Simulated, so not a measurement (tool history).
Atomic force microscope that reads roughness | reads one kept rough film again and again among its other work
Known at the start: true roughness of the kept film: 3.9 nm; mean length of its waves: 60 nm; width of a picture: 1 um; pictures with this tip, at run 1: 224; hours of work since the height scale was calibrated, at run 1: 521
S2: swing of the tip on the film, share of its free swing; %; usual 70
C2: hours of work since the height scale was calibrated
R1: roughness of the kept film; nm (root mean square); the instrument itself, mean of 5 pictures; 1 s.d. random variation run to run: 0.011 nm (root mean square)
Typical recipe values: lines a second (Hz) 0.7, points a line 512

{"run": 1, "hour": 0.0, "lines a second (Hz)": 0.7, "S2": 70, "points a line": 512, "pictures with this tip": 224, "C2": 521, "R1": 3.589}
{"hour": 13.7, "done": "new tip fitted"}
{"run": 2, "hour": 14.7, "lines a second (Hz)": 0.7, "S2": 70, "points a line": 289, "pictures with this tip": 1, "C2": 530, "R1": 3.731}
{"run": 3, "hour": 34.9, "lines a second (Hz)": 0.7, "S2": 70, "points a line": 289, "pictures with this tip": 21, "C2": 541, "R1": 3.721}
{"run": 4, "hour": 55.4, "lines a second (Hz)": 0.7, "S2": 70, "points a line": 745, "pictures with this tip": 42, "C2": 553, "R1": 3.707}
{"run": 5, "hour": 71.5, "lines a second (Hz)": 0.7, "S2": 70, "points a line": 745, "pictures with this tip": 58, "C2": 562, "R1": 3.719}
{"run": 6, "hour": 82.6, "lines a second (Hz)": 0.7, "S2": 70, "points a line": 512, "pictures with this tip": 70, "C2": 569, "R1": 3.685}
{"run": 7, "hour": 105.9, "lines a second (Hz)": 0.7, "S2": 70, "points a line": 512, "pictures with this tip": 93, "C2": 582, "R1": 3.691}
{"run": 8, "hour": 116.4, "lines a second (Hz)": 0.7, "S2": 70, "points a line": 512, "pictures with this tip": 104, "C2": 588, "R1": 3.664}
{"run": 9, "hour": 135.9, "lines a second (Hz)": 0.7, "S2": 70, "points a line": 512, "pictures with this tip": 124, "C2": 599, "R1": 3.686}
{"run": 10, "hour": 149.8, "lines a second (Hz)": 0.7, "S2": 70, "points a line": 512, "pictures with this tip": 138, "C2": 607, "R1": 3.65}

Run 11, settings as shown, results not yet in. Your forecast:
{"run": 11, "hour": 162.6, "lines a second (Hz)": 1.506, "S2": 65, "points a line": 446, "pictures with this tip": 151, "C2": 615, "R1": "?"}

R1: 3.604 nm (root mean square)
Were there no unlogged condition in the tool, this run, its random variation unchanged, would have produced R1 3.689 nm (root mean square).

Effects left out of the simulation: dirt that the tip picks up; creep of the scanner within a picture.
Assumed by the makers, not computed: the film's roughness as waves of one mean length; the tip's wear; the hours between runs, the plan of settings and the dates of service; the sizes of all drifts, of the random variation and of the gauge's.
